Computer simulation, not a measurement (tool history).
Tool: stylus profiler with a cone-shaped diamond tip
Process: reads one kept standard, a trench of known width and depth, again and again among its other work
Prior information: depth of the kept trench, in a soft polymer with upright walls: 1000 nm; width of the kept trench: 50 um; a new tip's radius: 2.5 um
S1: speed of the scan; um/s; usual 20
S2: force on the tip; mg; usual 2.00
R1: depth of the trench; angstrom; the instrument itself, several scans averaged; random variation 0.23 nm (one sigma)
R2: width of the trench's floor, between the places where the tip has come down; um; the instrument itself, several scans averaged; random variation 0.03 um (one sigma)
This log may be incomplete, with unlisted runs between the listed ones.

| run | hour | S1 | S2 | R1 | R2 |
|---|---|---|---|---|---|
| 1 | 0.0 | 20 | 2.00 | 10092.0 | 45.45 |
| 2 | 27.7 | 9 | 2.00 | 10095.8 | 45.54 |
| 3 | 58.8 | 54 | 2.00 | 10096.5 | 45.24 |
| 4 | 77.3 | 54 | 3.37 | 10135.0 | 45.32 |
| 5 | 98.9 | 54 | 3.37 | 10132.2 | 45.23 |
| 6 | 118.3 | 6 | 2.00 | 10091.4 | 45.39 |
| 7 | 148.4 | 6 | 2.00 | 10091.9 | 45.35 |
|  | 151.9 | height scale calibrated on a step standard |
| 8 | 165.8 | 48 | 1.50 | 10063.4 | 45.13 |
| 9 | 189.8 | 48 | 1.50 | 10062.0 | 45.05 |
|  | 200.1 | height scale calibrated on a step standard, once more |
| 10 | 220.1 | 48 | 1.50 | 10085.7 | 45.03 |
| 11 | 246.0 | 18 | 1.37 | 10078.6 | 45.23 |
| 12 | 260.6 | 54 | 3.92 | 10162.9 | 45.07 |
| 13 | 293.7 | 54 | 3.92 | 10155.1 | 45.05 |

Here are 5 independent what-if runs from the current tool condition. What would each one return?
| A | 309.3 | 51 | 3.92 | ? | ? |
| B | 309.3 | 54 | 1.39 | ? | ? |
| C | 309.3 | 13 | 4.51 | ? | ? |
| D | 309.3 | 16 | 3.05 | ? | ? |
| E | 309.3 | 52 | 0.68 | ? | ? |

| run | R1 | R2 |
|---|---|---|
| A | 10156.1 | 45.01 |
| B | 10078.0 | 44.94 |
| C | 10174.4 | 45.18 |
| D | 10132.8 | 45.17 |
| E | 10043.2 | 44.79 |
Stripped of hidden state, with their random variation kept, the same runs would have yielded:
| run | R1 | R2 |
|---|---|---|
| A | 10161.1 | 45.79 |
| B | 10083.0 | 45.72 |
| C | 10179.4 | 45.96 |
| D | 10137.8 | 45.96 |
| E | 10048.1 | 45.57 |
